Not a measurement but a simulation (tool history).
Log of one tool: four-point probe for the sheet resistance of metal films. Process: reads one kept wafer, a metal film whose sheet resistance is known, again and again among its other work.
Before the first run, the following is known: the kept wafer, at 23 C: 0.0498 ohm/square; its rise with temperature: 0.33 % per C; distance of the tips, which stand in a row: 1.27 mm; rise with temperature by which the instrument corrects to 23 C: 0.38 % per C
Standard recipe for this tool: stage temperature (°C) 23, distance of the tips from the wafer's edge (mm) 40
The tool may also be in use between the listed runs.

| run | hour | stage temperature (°C) | distance of the tips from the wafer's edge (mm) | sheet resistance as the instrument gives it (ohm/square) |
|---|---|---|---|---|
| 1 | 0.0 | 23 | 40 | 0.049817 |
| 2 | 54.5 | 23 | 40 | 0.049818 |
| 3 | 160.2 | 23 | 32 | 0.049844 |
| 4 | 224.9 | 23 | 32 | 0.049832 |
| 5 | 321.1 | 23 | 43 | 0.049820 |
| 6 | 408.3 | 23 | 43 | 0.049827 |
| 7 | 501.7 | 23 | 43 | 0.049825 |
| 8 | 559.2 | 23 | 40 | 0.049823 |
| 9 | 643.7 | 18 | 15 | 0.050096 |
| 10 | 735.5 | 18 | 9 | 0.050450 |
| 11 | 839.0 | 33 | 6 | 0.050747 |
| 12 | 926.6 | 33 | 6 | 0.050740 |
| 13 | 1010.8 | 33 | 6 | 0.050744 |
| 14 | 1078.8 | 20 | 7 | 0.050734 |
| 15 | 1160.8 | 20 | 7 | 0.050742 |

Consider 3 possible next runs. They are alternatives, not a sequence: every one starts from the tool as it was left by run 15. What does each give?
| A | 1277.3 | 23 | 41 | ? |
| B | 1277.3 | 23 | 22 | ? |
| C | 1277.3 | 27 | 23 | ? |

| run | sheet resistance as the instrument gives it (ohm/square) |
|---|---|
| A | 0.049811 |
| B | 0.049887 |
| C | 0.049788 |
With the hidden condition removed and each run's random variation left untouched, the same runs would have given:
| run | sheet resistance as the instrument gives it (ohm/square) |
|---|---|
| A | 0.049815 |
| B | 0.049891 |
| C | 0.049792 |
